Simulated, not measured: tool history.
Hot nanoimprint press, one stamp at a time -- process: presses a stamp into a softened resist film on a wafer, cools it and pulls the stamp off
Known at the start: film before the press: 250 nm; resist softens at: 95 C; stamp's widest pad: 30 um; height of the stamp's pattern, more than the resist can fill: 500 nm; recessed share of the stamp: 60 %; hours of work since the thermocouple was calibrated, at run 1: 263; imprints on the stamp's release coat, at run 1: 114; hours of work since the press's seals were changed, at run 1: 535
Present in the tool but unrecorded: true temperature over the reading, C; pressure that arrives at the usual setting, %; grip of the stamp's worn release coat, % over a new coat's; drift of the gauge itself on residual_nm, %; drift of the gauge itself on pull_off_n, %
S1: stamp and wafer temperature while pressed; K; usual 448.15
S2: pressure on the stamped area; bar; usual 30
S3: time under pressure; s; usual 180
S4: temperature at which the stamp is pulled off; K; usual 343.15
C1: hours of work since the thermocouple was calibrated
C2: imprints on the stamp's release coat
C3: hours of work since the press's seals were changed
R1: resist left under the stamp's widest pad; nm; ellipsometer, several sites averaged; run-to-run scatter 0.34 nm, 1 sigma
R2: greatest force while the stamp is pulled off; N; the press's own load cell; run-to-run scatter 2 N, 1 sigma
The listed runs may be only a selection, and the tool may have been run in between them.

run,hour,S1,S2,S3,S4,C1,C2,C3,R1,R2
1,0,448.15,30,180,343.15,263,114,535,99.6,135
2,39,448.15,30,180,343.15,287,246,559,98.8,136
3,107.9,448.15,30,161,343.15,329,478,602,103.6,145
4,147.9,448.15,30,180,343.15,354,613,626,98.6,144
# hour 170.9: stamp cleaned and given a new release coat
5,233,448.15,30,93,343.15,403,209,675,128.1,138
# hour 290.5: press's hydraulic seals changed and the load cell set to zero
6,324.6,448.15,47.9,93,343.15,454,491,21,103.2,142
# hour 349.4: plate thermocouple calibrated
# hour 386.8: stamp cleaned and given a new release coat
7,404.9,448.15,47.9,93,343.15,30,60,65,102.2,132
8,462.8,448.15,47.9,93,343.15,66,256,100,102.2,135
9,499.9,448.15,47.9,93,343.15,89,381,123,102.2,137
10,583.1,448.15,47.9,93,343.15,140,661,174,102.4,149
# hour 594.6: stamp cleaned and given a new release coat
11,633.8,448.15,47.9,93,343.15,168,132,202,101.2,137
12,697.6,448.15,30,95,343.15,207,347,241,121.3,136
13,756.8,448.15,30,180,343.15,243,546,278,93.8,146
# hour 793.2: plate thermocouple calibrated, once more
# hour 803.9: stamp cleaned and given a new release coat
14,849.9,448.15,30,180,343.15,31,155,329,99.5,135
15,904.6,448.15,30,111,343.15,65,339,363,120.8,141
16,973.9,437.15,38.8,129,350.15,107,573,406,169.4,118
# hour 1011: stamp cleaned and given a new release coat
17,1042.7,448.15,30,259,343.15,146,106,444,84.7,134
18,1082.3,448.15,30,259,343.15,170,240,469,84.8,139
19,1157.7,444.15,30,98,346.15,217,494,515,149,134
# hour 1218.1: stamp cleaned and given a new release coat
20,1221.6,459.15,39.1,180,341.15,252,11,551,50,138
21,1286.3,459.15,35.3,180,341.15,292,229,590,52.1,145
22,1324.4,459.15,35.3,180,341.15,316,358,614,51.7,148
23,1373.5,437.15,31.1,261,332.15,346,523,644,143.3,191
# hour 1424: stamp cleaned and given a new release coat
24,1451.3,437.15,20.1,186,332.15,390,92,688,179.3,169
# hour 1483.6: press's hydraulic seals changed and the load cell set to zero
25,1535.2,441.15,36.3,128,334.15,437,348,32,141.4,175
# hour 1590.4: plate thermocouple calibrated
26,1592.5,447.15,30,180,343.15,1,531,65,105.4,147
# hour 1640.5: stamp cleaned and given a new release coat
27,1647.5,447.15,30,180,338.15,31,23,95,105.2,155
28,1686.8,442.15,19,180,343.15,56,156,119,156.2,136

How the hidden state differs across the entries between the runs, from the last listed run before each to the first after it:
Run 4 -> run 5: stamp cleaned and given a new release coat (hour 170.9)
  true temperature over the reading, C: 0.7 -> 0.78; pressure that arrives at the usual setting, %: 95.23 -> 94.9; grip of the stamp's worn release coat, % over a new coat's: 13.5 -> 4.5
  measured value less the no-hidden-state value, R1: -1.5 -> -1.9 nm; R2: +15 -> +3 N
Run 5 -> run 6: press's hydraulic seals changed and the load cell set to zero (hour 290.5)
  true temperature over the reading, C: 0.78 -> 0.86; pressure that arrives at the usual setting, %: 94.9 -> 99.79; grip of the stamp's worn release coat, % over a new coat's: 4.5 -> 10.8
  measured value less the no-hidden-state value, R1: -1.9 -> -4.3 nm; R2: +3 -> +11 N
Run 6 -> run 7: plate thermocouple calibrated (hour 349.4); stamp cleaned and given a new release coat (hour 386.8)
  true temperature over the reading, C: 0.86 -> 1.15; pressure that arrives at the usual setting, %: 99.79 -> 99.46; grip of the stamp's worn release coat, % over a new coat's: 10.8 -> 1.3
  measured value less the no-hidden-state value, R1: -4.3 -> -5.6 nm; R2: +11 -> -3 N
Run 10 -> run 11: stamp cleaned and given a new release coat (hour 594.6)
  true temperature over the reading, C: 1.33 -> 1.38; pressure that arrives at the usual setting, %: 98.63 -> 98.42; grip of the stamp's worn release coat, % over a new coat's: 14.6 -> 2.9
  measured value less the no-hidden-state value, R1: -6 -> -6 nm; R2: +14 -> -1 N
Run 13 -> run 14: plate thermocouple calibrated, once more (hour 793.2); stamp cleaned and given a new release coat (hour 803.9)
  true temperature over the reading, C: 1.51 -> 0.34; pressure that arrives at the usual setting, %: 97.86 -> 97.42; grip of the stamp's worn release coat, % over a new coat's: 12 -> 3.4
  measured value less the no-hidden-state value, R1: -6.6 -> -0.6 nm; R2: +10 -> +3 N
Run 16 -> run 17: stamp cleaned and given a new release coat (hour 1011)
  true temperature over the reading, C: 0.47 -> 0.53; pressure that arrives at the usual setting, %: 96.81 -> 96.53; grip of the stamp's worn release coat, % over a new coat's: 12.6 -> 2.3
  measured value less the no-hidden-state value, R1: -1 -> -1.1 nm; R2: +12 -> +2 N
Run 19 -> run 20: stamp cleaned and given a new release coat (hour 1218.1)
  true temperature over the reading, C: 0.66 -> 0.72; pressure that arrives at the usual setting, %: 96.01 -> 95.76; grip of the stamp's worn release coat, % over a new coat's: 10.9 -> 0.2
  measured value less the no-hidden-state value, R1: -2.1 -> -0.4 nm; R2: +11 -> -2 N
Run 23 -> run 24: stamp cleaned and given a new release coat (hour 1424)
  true temperature over the reading, C: 0.87 -> 0.94; pressure that arrives at the usual setting, %: 95.07 -> 94.73; grip of the stamp's worn release coat, % over a new coat's: 11.5 -> 2
  measured value less the no-hidden-state value, R1: -3.2 -> -4 nm; R2: +16 -> +0 N
Run 24 -> run 25: press's hydraulic seals changed and the load cell set to zero (hour 1483.6)
  true temperature over the reading, C: 0.94 -> 1.02; pressure that arrives at the usual setting, %: 94.73 -> 99.63; grip of the stamp's worn release coat, % over a new coat's: 2 -> 7.6
  measured value less the no-hidden-state value, R1: -4 -> -6.2 nm; R2: +0 -> +9 N
Run 25 -> run 26: plate thermocouple calibrated (hour 1590.4)
  true temperature over the reading, C: 1.02 -> 0.03; pressure that arrives at the usual setting, %: 99.63 -> 99.38; grip of the stamp's worn release coat, % over a new coat's: 7.6 -> 11.7
  measured value less the no-hidden-state value, R1: -6.2 -> +0.1 nm; R2: +9 -> +15 N
Run 26 -> run 27: stamp cleaned and given a new release coat (hour 1640.5)
  true temperature over the reading, C: 0.03 -> 0.08; pressure that arrives at the usual setting, %: 99.38 -> 99.17; grip of the stamp's worn release coat, % over a new coat's: 11.7 -> 0.5
  measured value less the no-hidden-state value, R1: +0.1 -> -0.1 nm; R2: +15 -> +0 N
